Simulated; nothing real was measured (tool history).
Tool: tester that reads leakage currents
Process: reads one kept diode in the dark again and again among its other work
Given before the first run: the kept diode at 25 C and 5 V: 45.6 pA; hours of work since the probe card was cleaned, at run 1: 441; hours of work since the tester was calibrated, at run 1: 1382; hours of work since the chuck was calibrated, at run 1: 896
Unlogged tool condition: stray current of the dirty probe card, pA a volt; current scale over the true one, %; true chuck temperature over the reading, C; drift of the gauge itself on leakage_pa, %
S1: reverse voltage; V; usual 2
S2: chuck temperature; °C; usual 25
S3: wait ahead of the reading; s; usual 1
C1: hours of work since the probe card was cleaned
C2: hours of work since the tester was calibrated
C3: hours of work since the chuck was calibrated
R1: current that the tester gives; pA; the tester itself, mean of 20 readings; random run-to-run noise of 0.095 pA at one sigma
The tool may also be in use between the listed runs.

run	hour	S1	S2	S3	C1	C2	C3	R1
1	0	2	25	1	441	1382	896	27.05
2	35.8	2	25	1	463	1403	918	26.94
3	67.9	2	56	1	482	1422	937	234.39
4	90.7	2	56	1	495	1435	950	236.72
5	113.8	2	56	1	509	1449	964	234.85
6	147.7	2	32	1	529	1469	984	45.61
7	175.1	2	32	1	545	1485	1000	45.56
8	204.4	6.13	29	1.99	562	1503	1017	70.73
9	228.4	6.13	29	1.99	576	1517	1032	70.92
10	247.4	11.53	39	1.6	588	1528	1043	213.69
11	282.2	1.45	39	8.98	608	1548	1063	61.99
12	299.6	4.73	25	1.06	619	1559	1074	45.42
13	334.8	2	20	3.68	639	1580	1094	17.98

Measured minus without-hidden-state, run by run (identical run-to-run variation in each term; gauge scatter may differ):
run	R1
1	-0.01
2	-0.01
3	-0.13
4	-0.14
5	-0.13
6	-0.03
7	-0.03
8	-0.03
9	-0.04
10	-0.12
11	-0.04
12	-0.03
13	-0.01
